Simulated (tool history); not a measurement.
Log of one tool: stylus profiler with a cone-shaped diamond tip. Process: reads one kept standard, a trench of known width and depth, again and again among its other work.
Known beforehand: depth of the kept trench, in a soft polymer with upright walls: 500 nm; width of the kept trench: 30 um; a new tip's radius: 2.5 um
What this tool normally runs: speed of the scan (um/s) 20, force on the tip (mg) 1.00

run     day  speed of the scan (um/s)  force on the tip (mg)  depth of the trench (angstrom)  width of the trench's floor (um)
  1   0.000                        20                   1.00                          5008.2                             25.44
  2   2.408                        20                   1.00                          5004.9                             25.39
  3   4.167                        20                   1.00                          5001.7                             25.36
  4   7.108                        20                   1.00                          5000.3                             25.28
  5   8.650                        30                   1.00                          5003.3                             25.23
  6  11.012                        30                   1.00                          4998.8                             25.23
  7  13.004                        30                   1.00                          5000.3                             25.18
     13.179  -- height scale calibrated on a step standard
  8  14.650                        20                   0.38                          4977.1                             25.16
  9  17.108                        20                   0.38                          4975.7                             25.14
     18.067  -- height scale calibrated on a step standard, once more
 10  20.142                        20                   0.38                          5012.6                             25.10
 11  21.654                         6                   2.97                          5048.1                             25.18
 12  24.679                         6                   2.97                          5047.0                             25.14
 13  27.125                         9                   1.70                          5033.8                             25.06
 14  29.775                         9                   1.70                          5032.0                             25.09
     31.646  -- new tip fitted, height scale calibrated
 15  32.246                        54                   0.38                          5013.4                             26.66
 16  34.617                        32                   1.85                          5033.9                             26.82
 17  37.521                        20                   2.17                          5036.1                             26.85
 18  40.117                        20                   2.17                          5035.5                             26.81
 19  41.875                        37                   0.45                          5010.2                             26.63
 20  43.725                        64                   1.84                          5032.0                             26.62

Here are 4 independent what-if runs from the current tool condition. What would each one return?
  A  46.554                        71                   0.83                               ?                                 ?
  B  46.554                        11                   1.84                               ?                                 ?
  C  46.554                        47                   0.42                               ?                                 ?
  D  46.554                        20                   0.78                               ?                                 ?

run  depth of the trench (angstrom)  width of the trench's floor (um)
  A                          5019.1                             26.40
  B                          5029.4                             26.64
  C                          5010.8                             26.43
  D                          5018.6                             26.63
With no hidden state in the tool, these same runs would have given:
run  depth of the trench (angstrom)  width of the trench's floor (um)
  A                          5020.5                             26.70
  B                          5030.8                             26.94
  C                          5012.2                             26.73
  D                          5020.0                             26.93
